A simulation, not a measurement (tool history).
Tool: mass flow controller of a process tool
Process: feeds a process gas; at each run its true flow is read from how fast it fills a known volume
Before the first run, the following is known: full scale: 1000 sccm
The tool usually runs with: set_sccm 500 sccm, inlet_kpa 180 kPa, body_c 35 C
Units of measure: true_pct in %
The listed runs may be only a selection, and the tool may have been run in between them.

run    hour  set_sccm  inlet_kpa  body_c  true_pct
  1     0.0       500        180      35     98.69
  2    48.9       132        180      35     96.10
  3   127.5       500        180      35     98.58
  4   175.0       500        180      35     98.47
  5   217.7       500        180      35     98.50
  6   293.4       500        180      35     98.49
  7   392.5       500        180      35     98.32
  8   473.9       500        180      35     98.31
  9   560.6       500        180      35     98.27
 10   614.2       500        180      35     98.31
 11   694.4       500        258      35     98.80
 12   780.0       500        258      35     98.68
 13   872.5       500        180      21     97.60
 14   921.1       500        180      21     97.53
 15   977.7       500        180      21     97.54
 16  1070.8       500        180      21     97.38
 17  1139.0       500        180      21     97.36
 18  1231.7       500        180      21     97.21
 19  1299.6       139        180      35     94.30
 20  1393.1       500        212      35     97.99
 21  1437.7       500        212      35     98.11
 22  1515.9       500        212      35     97.93
 23  1615.5       500        212      25     97.43
 24  1710.4       280        248      37     96.85
 25  1809.5       280        248      37     96.58
 26  1857.9       722        248      28     98.62
 27  1902.6       722        248      28     98.53
 28  1979.5       276        180      39     96.04
 29  2066.0       195        180      35     94.66
 30  2132.7       195        180      35     94.63
 31  2198.0       500        265      27     97.59
 32  2280.7       500        254      27     97.49
 33  2324.0       500        254      27     97.40
 34  2419.2       390        226      22     96.34
 35  2504.1       390        226      22     96.23
 36  2562.9       390        226      22     96.30
 37  2629.6       390        226      22     96.33
 38  2675.9       132        226      36     92.10
 39  2774.0       132        226      36     91.89
 40  2838.6       908        167      34     98.35
 41  2916.0       166        180      26     92.41
 42  3001.3       218        220      35     94.28
 43  3047.4       329        180      35     95.51
 44  3098.4       142        180      35     91.51
 45  3143.5       372        180      21     95.46

Some steps in true_pct between neighbouring runs. How much of each would the tool show without its hidden state too (settings, what came in, random variation), and how much is left for the hidden state, with any gauge scatter that isn't in both results?
Hidden state at play: flow at rest that the sensor doesn't see, % of full scale; true flow over the shown one, %; drift of the gauge itself on true_pct, %.
Run 37 -> 38: set_sccm 390 -> 132, body_c 22 -> 36. true_pct -4.23 %: hidden state -4.29, all else +0.06.
Run 39 -> 40: set_sccm 132 -> 908, inlet_kpa 226 -> 167, body_c 36 -> 34. true_pct +6.46 %: hidden state +5.59, all else +0.87.
Run 40 -> 41: set_sccm 908 -> 166, inlet_kpa 167 -> 180, body_c 34 -> 26. true_pct -5.94 %: hidden state -4.43, all else -1.51.
